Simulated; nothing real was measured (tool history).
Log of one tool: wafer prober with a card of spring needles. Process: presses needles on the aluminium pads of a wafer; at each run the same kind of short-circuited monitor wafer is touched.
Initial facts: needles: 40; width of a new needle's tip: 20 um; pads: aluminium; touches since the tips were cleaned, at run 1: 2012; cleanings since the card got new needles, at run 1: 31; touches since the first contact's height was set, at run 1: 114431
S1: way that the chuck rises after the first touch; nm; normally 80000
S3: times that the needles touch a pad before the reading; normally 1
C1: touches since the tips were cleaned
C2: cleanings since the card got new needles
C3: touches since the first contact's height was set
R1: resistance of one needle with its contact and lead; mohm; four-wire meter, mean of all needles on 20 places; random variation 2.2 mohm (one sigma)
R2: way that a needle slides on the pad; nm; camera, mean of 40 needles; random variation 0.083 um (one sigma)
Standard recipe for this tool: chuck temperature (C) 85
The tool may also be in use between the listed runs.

{"run": 1, "hour": 0.0, "S1": 80000, "chuck temperature (C)": 85, "S3": 1, "C1": 2012, "C2": 31, "C3": 114431, "R1": 251, "R2": 15560}
{"hour": 2.5, "done": "tips cleaned on abrasive film"}
{"hour": 8.6, "done": "tips cleaned on abrasive film"}
{"hour": 14.7, "done": "tips cleaned on abrasive film"}
{"hour": 20.9, "done": "tips cleaned on abrasive film"}
{"hour": 27.0, "done": "tips cleaned on abrasive film"}
{"hour": 33.1, "done": "tips cleaned on abrasive film"}
{"hour": 39.2, "done": "tips cleaned on abrasive film"}
{"hour": 45.3, "done": "tips cleaned on abrasive film"}
{"hour": 51.5, "done": "tips cleaned on abrasive film"}
{"hour": 57.6, "done": "tips cleaned on abrasive film"}
{"hour": 63.7, "done": "tips cleaned on abrasive film"}
{"hour": 69.8, "done": "tips cleaned on abrasive film"}
{"hour": 75.2, "done": "tips cleaned on abrasive film"}
{"run": 2, "hour": 75.2, "S1": 80000, "chuck temperature (C)": 85, "S3": 1, "C1": 0, "C2": 44, "C3": 161343, "R1": 251, "R2": 15450}
{"hour": 81.3, "done": "tips cleaned on abrasive film"}
{"hour": 87.5, "done": "tips cleaned on abrasive film"}
{"hour": 92.4, "done": "tips cleaned on abrasive film"}
{"hour": 98.5, "done": "tips cleaned on abrasive film"}
{"hour": 104.6, "done": "tips cleaned on abrasive film"}
{"hour": 110.7, "done": "tips cleaned on abrasive film"}
{"hour": 113.4, "done": "height of the first contact set anew"}
{"hour": 117.1, "done": "tips cleaned on abrasive film"}
{"hour": 122.1, "done": "tips cleaned on abrasive film"}
{"hour": 128.2, "done": "tips cleaned on abrasive film"}
{"hour": 134.3, "done": "tips cleaned on abrasive film"}
{"run": 3, "hour": 135.5, "S1": 80000, "chuck temperature (C)": 85, "S3": 1, "C1": 758, "C2": 54, "C3": 13746, "R1": 249, "R2": 15500}
{"hour": 140.4, "done": "tips cleaned on abrasive film"}
{"hour": 145.3, "done": "tips cleaned on abrasive film"}
{"hour": 151.4, "done": "tips cleaned on abrasive film"}
{"hour": 157.6, "done": "tips cleaned on abrasive film"}
{"hour": 163.7, "done": "tips cleaned on abrasive film"}
{"hour": 169.8, "done": "tips cleaned on abrasive film"}
{"hour": 175.9, "done": "tips cleaned on abrasive film"}
{"hour": 182.0, "done": "tips cleaned on abrasive film"}
{"hour": 188.2, "done": "tips cleaned on abrasive film"}
{"run": 4, "hour": 190.2, "S1": 77000, "chuck temperature (C)": 85, "S3": 1, "C1": 1305, "C2": 63, "C3": 47904, "R1": 253, "R2": 14970}
{"hour": 193.9, "done": "tips cleaned on abrasive film"}
{"hour": 200.1, "done": "tips cleaned on abrasive film"}
{"hour": 206.2, "done": "tips cleaned on abrasive film"}
{"hour": 212.3, "done": "tips cleaned on abrasive film"}
{"hour": 218.4, "done": "tips cleaned on abrasive film"}
{"hour": 224.5, "done": "tips cleaned on abrasive film"}
{"hour": 230.6, "done": "tips cleaned on abrasive film"}
{"hour": 235.6, "done": "tips cleaned on abrasive film"}
{"hour": 241.7, "done": "tips cleaned on abrasive film"}
{"hour": 246.6, "done": "tips cleaned on abrasive film"}
{"run": 5, "hour": 248.2, "S1": 77000, "chuck temperature (C)": 85, "S3": 1, "C1": 1046, "C2": 73, "C3": 84095, "R1": 252, "R2": 14910}
{"hour": 252.0, "done": "tips cleaned on abrasive film"}
{"hour": 258.1, "done": "tips cleaned on abrasive film"}
{"hour": 264.2, "done": "tips cleaned on abrasive film"}
{"hour": 270.3, "done": "tips cleaned on abrasive film"}
{"hour": 275.2, "done": "tips cleaned on abrasive film"}
{"hour": 281.3, "done": "tips cleaned on abrasive film"}
{"hour": 287.5, "done": "tips cleaned on abrasive film"}
{"hour": 293.6, "done": "tips cleaned on abrasive film"}
{"hour": 299.7, "done": "tips cleaned on abrasive film"}
{"run": 6, "hour": 300.7, "S1": 80000, "chuck temperature (C)": 85, "S3": 1, "C1": 658, "C2": 82, "C3": 116841, "R1": 254, "R2": 15360}
{"hour": 305.7, "done": "tips cleaned on abrasive film"}
{"hour": 311.8, "done": "tips cleaned on abrasive film"}
{"hour": 317.9, "done": "tips cleaned on abrasive film"}
{"hour": 324.0, "done": "tips cleaned on abrasive film"}
{"hour": 330.1, "done": "tips cleaned on abrasive film"}
{"hour": 336.3, "done": "tips cleaned on abrasive film"}
{"hour": 342.4, "done": "tips cleaned on abrasive film"}
{"hour": 348.5, "done": "tips cleaned on abrasive film"}
{"hour": 354.6, "done": "tips cleaned on abrasive film"}
{"hour": 360.7, "done": "tips cleaned on abrasive film"}
{"hour": 366.9, "done": "tips cleaned on abrasive film"}
{"hour": 373.0, "done": "tips cleaned on abrasive film"}
{"run": 7, "hour": 373.7, "S1": 80000, "chuck temperature (C)": 85, "S3": 1, "C1": 490, "C2": 94, "C3": 162408, "R1": 247, "R2": 15610}
{"hour": 378.7, "done": "tips cleaned on abrasive film"}
{"hour": 383.6, "done": "tips cleaned on abrasive film"}
{"hour": 389.7, "done": "tips cleaned on abrasive film"}
{"hour": 395.8, "done": "tips cleaned on abrasive film"}
{"hour": 401.9, "done": "tips cleaned on abrasive film"}
{"hour": 408.1, "done": "tips cleaned on abrasive film"}
{"hour": 409.6, "done": "height of the first contact set anew"}
{"hour": 414.5, "done": "tips cleaned on abrasive film"}
{"hour": 420.6, "done": "tips cleaned on abrasive film"}
{"run": 8, "hour": 422.4, "S1": 80000, "chuck temperature (C)": 85, "S3": 3, "C1": 1134, "C2": 102, "C3": 8011, "R1": 253, "R2": 15760}
{"hour": 426.1, "done": "tips cleaned on abrasive film"}
{"hour": 431.0, "done": "tips cleaned on abrasive film"}
{"hour": 437.1, "done": "tips cleaned on abrasive film"}
{"hour": 443.2, "done": "tips cleaned on abrasive film"}
{"hour": 449.4, "done": "tips cleaned on abrasive film"}
{"hour": 454.3, "done": "tips cleaned on abrasive film"}
{"run": 9, "hour": 457.1, "S1": 80000, "chuck temperature (C)": 85, "S3": 3, "C1": 1794, "C2": 108, "C3": 29669, "R1": 254, "R2": 15490}
{"hour": 459.6, "done": "tips cleaned on abrasive film"}
{"hour": 465.7, "done": "tips cleaned on abrasive film"}
{"hour": 471.9, "done": "tips cleaned on abrasive film"}
{"hour": 478.0, "done": "tips cleaned on abrasive film"}
{"hour": 484.1, "done": "tips cleaned on abrasive film"}
{"hour": 490.2, "done": "tips cleaned on abrasive film"}
{"hour": 496.3, "done": "tips cleaned on abrasive film"}
{"hour": 501.2, "done": "tips cleaned on abrasive film"}
{"hour": 507.4, "done": "tips cleaned on abrasive film"}
{"hour": 513.5, "done": "tips cleaned on abrasive film"}
{"hour": 519.6, "done": "tips cleaned on abrasive film"}
{"hour": 524.5, "done": "tips cleaned on abrasive film"}
{"hour": 530.6, "done": "tips cleaned on abrasive film"}
{"hour": 536.8, "done": "tips cleaned on abrasive film"}
{"run": 10, "hour": 539.4, "S1": 79000, "chuck temperature (C)": 34, "S3": 2, "C1": 1658, "C2": 122, "C3": 80987, "R1": 243, "R2": 15410}
{"hour": 541.9, "done": "tips cleaned on abrasive film"}
{"hour": 548.0, "done": "tips cleaned on abrasive film"}
{"hour": 554.1, "done": "tips cleaned on abrasive film"}
{"hour": 560.2, "done": "tips cleaned on abrasive film"}
{"hour": 565.1, "done": "tips cleaned on abrasive film"}
{"hour": 571.3, "done": "tips cleaned on abrasive film"}
{"hour": 577.4, "done": "tips cleaned on abrasive film"}
{"run": 11, "hour": 578.1, "S1": 79000, "chuck temperature (C)": 34, "S3": 2, "C1": 422, "C2": 129, "C3": 105090, "R1": 237, "R2": 15410}
{"hour": 583.0, "done": "tips cleaned on abrasive film"}
{"hour": 589.1, "done": "tips cleaned on abrasive film"}
{"hour": 595.2, "done": "tips cleaned on abrasive film"}
{"hour": 600.1, "done": "tips cleaned on abrasive film"}
{"hour": 606.2, "done": "tips cleaned on abrasive film"}
{"hour": 611.2, "done": "tips cleaned on abrasive film"}
{"hour": 617.3, "done": "tips cleaned on abrasive film"}
{"hour": 622.9, "done": "tips cleaned on abrasive film"}
{"run": 12, "hour": 622.9, "S1": 79000, "chuck temperature (C)": 34, "S3": 2, "C1": 0, "C2": 137, "C3": 133033, "R1": 236, "R2": 15250}
{"hour": 629.0, "done": "tips cleaned on abrasive film"}
{"hour": 633.9, "done": "tips cleaned on abrasive film"}
{"hour": 640.0, "done": "tips cleaned on abrasive film"}
{"hour": 645.0, "done": "tips cleaned on abrasive film"}
{"hour": 651.1, "done": "tips cleaned on abrasive film"}
{"hour": 657.2, "done": "tips cleaned on abrasive film"}
{"hour": 663.3, "done": "tips cleaned on abrasive film"}
{"hour": 668.4, "done": "tips cleaned on abrasive film"}
{"run": 13, "hour": 668.4, "S1": 80000, "chuck temperature (C)": 37, "S3": 2, "C1": 0, "C2": 145, "C3": 161438, "R1": 239, "R2": 15560}
{"hour": 673.4, "done": "tips cleaned on abrasive film"}
{"hour": 678.3, "done": "tips cleaned on abrasive film"}
{"hour": 684.4, "done": "tips cleaned on abrasive film"}
{"hour": 690.5, "done": "tips cleaned on abrasive film"}
{"hour": 696.6, "done": "tips cleaned on abrasive film"}
{"hour": 701.6, "done": "tips cleaned on abrasive film"}
{"hour": 706.7, "done": "height of the first contact set anew"}
{"hour": 708.0, "done": "tips cleaned on abrasive film"}
{"hour": 714.1, "done": "tips cleaned on abrasive film"}
{"hour": 720.2, "done": "tips cleaned on abrasive film"}
{"hour": 726.3, "done": "tips cleaned on abrasive film"}
{"hour": 732.4, "done": "tips cleaned on abrasive film"}
{"hour": 737.5, "done": "tips cleaned on abrasive film"}
{"run": 14, "hour": 737.5, "S1": 80000, "chuck temperature (C)": 37, "S3": 2, "C1": 0, "C2": 157, "C3": 19215, "R1": 242, "R2": 15730}
{"hour": 743.7, "done": "tips cleaned on abrasive film"}
{"hour": 749.8, "done": "tips cleaned on abrasive film"}
{"hour": 755.9, "done": "tips cleaned on abrasive film"}
{"hour": 762.0, "done": "tips cleaned on abrasive film"}
{"hour": 768.1, "done": "tips cleaned on abrasive film"}
{"hour": 774.3, "done": "tips cleaned on abrasive film"}
{"hour": 780.4, "done": "tips cleaned on abrasive film"}
{"hour": 786.5, "done": "tips cleaned on abrasive film"}
{"hour": 792.6, "done": "tips cleaned on abrasive film"}
{"hour": 798.7, "done": "tips cleaned on abrasive film"}
{"hour": 804.9, "done": "tips cleaned on abrasive film"}
{"hour": 809.8, "done": "tips cleaned on abrasive film"}
{"run": 15, "hour": 812.8, "S1": 80000, "chuck temperature (C)": 37, "S3": 2, "C1": 1939, "C2": 169, "C3": 66229, "R1": 237, "R2": 15590}
{"hour": 815.3, "done": "tips cleaned on abrasive film"}
{"hour": 820.2, "done": "tips cleaned on abrasive film"}
{"hour": 826.4, "done": "tips cleaned on abrasive film"}
{"hour": 832.5, "done": "tips cleaned on abrasive film"}
{"hour": 838.6, "done": "tips cleaned on abrasive film"}
{"hour": 844.7, "done": "tips cleaned on abrasive film"}
{"hour": 850.8, "done": "tips cleaned on abrasive film"}
{"run": 16, "hour": 854.9, "S1": 80000, "chuck temperature (C)": 75, "S3": 2, "C1": 2598, "C2": 176, "C3": 92512, "R1": 247, "R2": 15560}
{"hour": 856.2, "done": "tips cleaned on abrasive film"}
{"hour": 861.2, "done": "tips cleaned on abrasive film"}
{"hour": 867.3, "done": "tips cleaned on abrasive film"}
{"hour": 872.2, "done": "tips cleaned on abrasive film"}
{"hour": 878.3, "done": "tips cleaned on abrasive film"}
{"hour": 884.4, "done": "tips cleaned on abrasive film"}
{"hour": 890.6, "done": "tips cleaned on abrasive film"}
{"hour": 896.7, "done": "tips cleaned on abrasive film"}
{"hour": 902.8, "done": "tips cleaned on abrasive film"}
{"run": 17, "hour": 903.7, "S1": 92000, "chuck temperature (C)": 38, "S3": 1, "C1": 580, "C2": 185, "C3": 122889, "R1": 238, "R2": 18120}
{"hour": 908.6, "done": "tips cleaned on abrasive film"}
{"hour": 914.7, "done": "tips cleaned on abrasive film"}
{"hour": 920.9, "done": "tips cleaned on abrasive film"}
{"hour": 927.0, "done": "tips cleaned on abrasive film"}
{"hour": 933.1, "done": "tips cleaned on abrasive film"}
{"hour": 939.2, "done": "tips cleaned on abrasive film"}
{"hour": 945.3, "done": "tips cleaned on abrasive film"}
{"hour": 951.5, "done": "tips cleaned on abrasive film"}
{"hour": 957.6, "done": "tips cleaned on abrasive film"}
{"hour": 963.7, "done": "tips cleaned on abrasive film"}
{"hour": 969.8, "done": "tips cleaned on abrasive film"}
{"hour": 975.9, "done": "tips cleaned on abrasive film"}
{"hour": 982.1, "done": "tips cleaned on abrasive film"}
{"run": 18, "hour": 983.3, "S1": 92000, "chuck temperature (C)": 38, "S3": 1, "C1": 814, "C2": 198, "C3": 172601, "R1": 241, "R2": 17940}

Hidden state at the last listed run before each entry between runs and at the first one after, where it differs:
From run 1 to run 2: tips cleaned on abrasive film (hour 2.5); tips cleaned on abrasive film (hour 8.6); tips cleaned on abrasive film (hour 14.7); tips cleaned on abrasive film (hour 20.9); tips cleaned on abrasive film (hour 27.0); tips cleaned on abrasive film (hour 33.1); tips cleaned on abrasive film (hour 39.2); tips cleaned on abrasive film (hour 45.3); tips cleaned on abrasive film (hour 51.5); tips cleaned on abrasive film (hour 57.6); tips cleaned on abrasive film (hour 63.7); tips cleaned on abrasive film (hour 69.8); tips cleaned on abrasive film (hour 75.2)
  debris on the tips, nm: 1.3 -> 0.1; way that the needles fall short of the set height, um: 0.11 -> 0.16; tips' diameter, um: 20.04 -> 20.06; drift of the gauge itself on scrub_um, %: 0 -> 0.13
  measured minus no-state result, R2: -20 -> -10 nm
From run 2 to run 3: tips cleaned on abrasive film (hour 81.3); tips cleaned on abrasive film (hour 87.5); tips cleaned on abrasive film (hour 92.4); tips cleaned on abrasive film (hour 98.5); tips cleaned on abrasive film (hour 104.6); tips cleaned on abrasive film (hour 110.7); height of the first contact set anew (hour 113.4); tips cleaned on abrasive film (hour 117.1); tips cleaned on abrasive film (hour 122.1); tips cleaned on abrasive film (hour 128.2); tips cleaned on abrasive film (hour 134.3)
  debris on the tips, nm: 0.1 -> 0.7; way that the needles fall short of the set height, um: 0.16 -> 0.02; tips' diameter, um: 20.06 -> 20.07; drift of the gauge itself on scrub_um, %: 0.13 -> 0.23
  measured minus no-state result, R2: -10 -> +30 nm
From run 3 to run 4: tips cleaned on abrasive film (hour 140.4); tips cleaned on abrasive film (hour 145.3); tips cleaned on abrasive film (hour 151.4); tips cleaned on abrasive film (hour 157.6); tips cleaned on abrasive film (hour 163.7); tips cleaned on abrasive film (hour 169.8); tips cleaned on abrasive film (hour 175.9); tips cleaned on abrasive film (hour 182.0); tips cleaned on abrasive film (hour 188.2)
  debris on the tips, nm: 0.7 -> 0.9; way that the needles fall short of the set height, um: 0.02 -> 0.05; tips' diameter, um: 20.07 -> 20.08; drift of the gauge itself on scrub_um, %: 0.23 -> 0.32
  measured minus no-state result, R2: +30 -> +40 nm
From run 4 to run 5: tips cleaned on abrasive film (hour 193.9); tips cleaned on abrasive film (hour 200.1); tips cleaned on abrasive film (hour 206.2); tips cleaned on abrasive film (hour 212.3); tips cleaned on abrasive film (hour 218.4); tips cleaned on abrasive film (hour 224.5); tips cleaned on abrasive film (hour 230.6); tips cleaned on abrasive film (hour 235.6); tips cleaned on abrasive film (hour 241.7); tips cleaned on abrasive film (hour 246.6)
  debris on the tips, nm: 0.9 -> 0.8; way that the needles fall short of the set height, um: 0.05 -> 0.09; tips' diameter, um: 20.08 -> 20.09; drift of the gauge itself on scrub_um, %: 0.32 -> 0.41
  measured minus no-state result, R2: +40 -> +50 nm
From run 5 to run 6: tips cleaned on abrasive film (hour 252.0); tips cleaned on abrasive film (hour 258.1); tips cleaned on abrasive film (hour 264.2); tips cleaned on abrasive film (hour 270.3); tips cleaned on abrasive film (hour 275.2); tips cleaned on abrasive film (hour 281.3); tips cleaned on abrasive film (hour 287.5); tips cleaned on abrasive film (hour 293.6); tips cleaned on abrasive film (hour 299.7)
  debris on the tips, nm: 0.8 -> 0.6; way that the needles fall short of the set height, um: 0.09 -> 0.13; tips' diameter, um: 20.09 -> 20.11; drift of the gauge itself on scrub_um, %: 0.41 -> 0.5
  measured minus no-state result, R2: +50 -> +50 nm
From run 6 to run 7: tips cleaned on abrasive film (hour 305.7); tips cleaned on abrasive film (hour 311.8); tips cleaned on abrasive film (hour 317.9); tips cleaned on abrasive film (hour 324.0); tips cleaned on abrasive film (hour 330.1); tips cleaned on abrasive film (hour 336.3); tips cleaned on abrasive film (hour 342.4); tips cleaned on abrasive film (hour 348.5); tips cleaned on abrasive film (hour 354.6); tips cleaned on abrasive film (hour 360.7); tips cleaned on abrasive film (hour 366.9); tips cleaned on abrasive film (hour 373.0)
  debris on the tips, nm: 0.6 -> 0.5; way that the needles fall short of the set height, um: 0.13 -> 0.17; tips' diameter, um: 20.11 -> 20.12; drift of the gauge itself on scrub_um, %: 0.5 -> 0.62
  measured minus no-state result, R2: +50 -> +60 nm
From run 7 to run 8: tips cleaned on abrasive film (hour 378.7); tips cleaned on abrasive film (hour 383.6); tips cleaned on abrasive film (hour 389.7); tips cleaned on abrasive film (hour 395.8); tips cleaned on abrasive film (hour 401.9); tips cleaned on abrasive film (hour 408.1); height of the first contact set anew (hour 409.6); tips cleaned on abrasive film (hour 414.5); tips cleaned on abrasive film (hour 420.6)
  debris on the tips, nm: 0.5 -> 1; way that the needles fall short of the set height, um: 0.17 -> 0.01; tips' diameter, um: 20.12 -> 20.13; drift of the gauge itself on scrub_um, %: 0.62 -> 0.7
  measured minus no-state result, R2: +60 -> +110 nm
From run 8 to run 9: tips cleaned on abrasive film (hour 426.1); tips cleaned on abrasive film (hour 431.0); tips cleaned on abrasive film (hour 437.1); tips cleaned on abrasive film (hour 443.2); tips cleaned on abrasive film (hour 449.4); tips cleaned on abrasive film (hour 454.3)
  debris on the tips, nm: 1 -> 1.2; way that the needles fall short of the set height, um: 0.01 -> 0.03; tips' diameter, um: 20.13 -> 20.14; drift of the gauge itself on scrub_um, %: 0.7 -> 0.76
  measured minus no-state result, R2: +110 -> +110 nm
From run 9 to run 10: tips cleaned on abrasive film (hour 459.6); tips cleaned on abrasive film (hour 465.7); tips cleaned on abrasive film (hour 471.9); tips cleaned on abrasive film (hour 478.0); tips cleaned on abrasive film (hour 484.1); tips cleaned on abrasive film (hour 490.2); tips cleaned on abrasive film (hour 496.3); tips cleaned on abrasive film (hour 501.2); tips cleaned on abrasive film (hour 507.4); tips cleaned on abrasive film (hour 513.5); tips cleaned on abrasive film (hour 519.6); tips cleaned on abrasive film (hour 524.5); tips cleaned on abrasive film (hour 530.6); tips cleaned on abrasive film (hour 536.8)
  debris on the tips, nm: 1.2 -> 1.1; way that the needles fall short of the set height, um: 0.03 -> 0.08; tips' diameter, um: 20.14 -> 20.16; drift of the gauge itself on scrub_um, %: 0.76 -> 0.9
  measured minus no-state result, R2: +110 -> +120 nm
From run 10 to run 11: tips cleaned on abrasive film (hour 541.9); tips cleaned on abrasive film (hour 548.0); tips cleaned on abrasive film (hour 554.1); tips cleaned on abrasive film (hour 560.2); tips cleaned on abrasive film (hour 565.1); tips cleaned on abrasive film (hour 571.3); tips cleaned on abrasive film (hour 577.4)
  debris on the tips, nm: 1.1 -> 0.4; way that the needles fall short of the set height, um: 0.08 -> 0.1; tips' diameter, um: 20.16 -> 20.17; drift of the gauge itself on scrub_um, %: 0.9 -> 0.96
  measured minus no-state result, R2: +120 -> +130 nm
From run 11 to run 12: tips cleaned on abrasive film (hour 583.0); tips cleaned on abrasive film (hour 589.1); tips cleaned on abrasive film (hour 595.2); tips cleaned on abrasive film (hour 600.1); tips cleaned on abrasive film (hour 606.2); tips cleaned on abrasive film (hour 611.2); tips cleaned on abrasive film (hour 617.3); tips cleaned on abrasive film (hour 622.9)
  debris on the tips, nm: 0.4 -> 0.1; way that the needles fall short of the set height, um: 0.1 -> 0.14; tips' diameter, um: 20.17 -> 20.18; drift of the gauge itself on scrub_um, %: 0.96 -> 1.04
  measured minus no-state result, R2: +130 -> +130 nm
From run 12 to run 13: tips cleaned on abrasive film (hour 629.0); tips cleaned on abrasive film (hour 633.9); tips cleaned on abrasive film (hour 640.0); tips cleaned on abrasive film (hour 645.0); tips cleaned on abrasive film (hour 651.1); tips cleaned on abrasive film (hour 657.2); tips cleaned on abrasive film (hour 663.3); tips cleaned on abrasive film (hour 668.4)
  way that the needles fall short of the set height, um: 0.14 -> 0.17; tips' diameter, um: 20.18 -> 20.19; drift of the gauge itself on scrub_um, %: 1.04 -> 1.11
  measured minus no-state result, R2: +130 -> +140 nm
From run 13 to run 14: tips cleaned on abrasive film (hour 673.4); tips cleaned on abrasive film (hour 678.3); tips cleaned on abrasive film (hour 684.4); tips cleaned on abrasive film (hour 690.5); tips cleaned on abrasive film (hour 696.6); tips cleaned on abrasive film (hour 701.6); height of the first contact set anew (hour 706.7); tips cleaned on abrasive film (hour 708.0); tips cleaned on abrasive film (hour 714.1); tips cleaned on abrasive film (hour 720.2); tips cleaned on abrasive film (hour 726.3); tips cleaned on abrasive film (hour 732.4); tips cleaned on abrasive film (hour 737.5)
  way that the needles fall short of the set height, um: 0.17 -> 0.02; tips' diameter, um: 20.19 -> 20.2; drift of the gauge itself on scrub_um, %: 1.11 -> 1.23
  measured minus no-state result, R2: +140 -> +190 nm
From run 14 to run 15: tips cleaned on abrasive film (hour 743.7); tips cleaned on abrasive film (hour 749.8); tips cleaned on abrasive film (hour 755.9); tips cleaned on abrasive film (hour 762.0); tips cleaned on abrasive film (hour 768.1); tips cleaned on abrasive film (hour 774.3); tips cleaned on abrasive film (hour 780.4); tips cleaned on abrasive film (hour 786.5); tips cleaned on abrasive film (hour 792.6); tips cleaned on abrasive film (hour 798.7); tips cleaned on abrasive film (hour 804.9); tips cleaned on abrasive film (hour 809.8)
  debris on the tips, nm: 0.1 -> 1.2; way that the needles fall short of the set height, um: 0.02 -> 0.07; tips' diameter, um: 20.2 -> 20.22; drift of the gauge itself on scrub_um, %: 1.23 -> 1.35
  measured minus no-state result, R2: +190 -> +200 nm
From run 15 to run 16: tips cleaned on abrasive film (hour 815.3); tips cleaned on abrasive film (hour 820.2); tips cleaned on abrasive film (hour 826.4); tips cleaned on abrasive film (hour 832.5); tips cleaned on abrasive film (hour 838.6); tips cleaned on abrasive film (hour 844.7); tips cleaned on abrasive film (hour 850.8)
  debris on the tips, nm: 1.2 -> 1.5; way that the needles fall short of the set height, um: 0.07 -> 0.09; tips' diameter, um: 20.22 -> 20.23; drift of the gauge itself on scrub_um, %: 1.35 -> 1.43
  measured minus no-state result, R2: +200 -> +200 nm
From run 16 to run 17: tips cleaned on abrasive film (hour 856.2); tips cleaned on abrasive film (hour 861.2); tips cleaned on abrasive film (hour 867.3); tips cleaned on abrasive film (hour 872.2); tips cleaned on abrasive film (hour 878.3); tips cleaned on abrasive film (hour 884.4); tips cleaned on abrasive film (hour 890.6); tips cleaned on abrasive film (hour 896.7); tips cleaned on abrasive film (hour 902.8)
  debris on the tips, nm: 1.5 -> 0.6; way that the needles fall short of the set height, um: 0.09 -> 0.12; tips' diameter, um: 20.23 -> 20.24; drift of the gauge itself on scrub_um, %: 1.43 -> 1.51
  measured minus no-state result, R2: +200 -> +240 nm
From run 17 to run 18: tips cleaned on abrasive film (hour 908.6); tips cleaned on abrasive film (hour 914.7); tips cleaned on abrasive film (hour 920.9); tips cleaned on abrasive film (hour 927.0); tips cleaned on abrasive film (hour 933.1); tips cleaned on abrasive film (hour 939.2); tips cleaned on abrasive film (hour 945.3); tips cleaned on abrasive film (hour 951.5); tips cleaned on abrasive film (hour 957.6); tips cleaned on abrasive film (hour 963.7); tips cleaned on abrasive film (hour 969.8); tips cleaned on abrasive film (hour 975.9); tips cleaned on abrasive film (hour 982.1)
  debris on the tips, nm: 0.6 -> 0.7; way that the needles fall short of the set height, um: 0.12 -> 0.17; tips' diameter, um: 20.24 -> 20.26; drift of the gauge itself on scrub_um, %: 1.51 -> 1.64
  measured minus no-state result, R2: +240 -> +260 nm
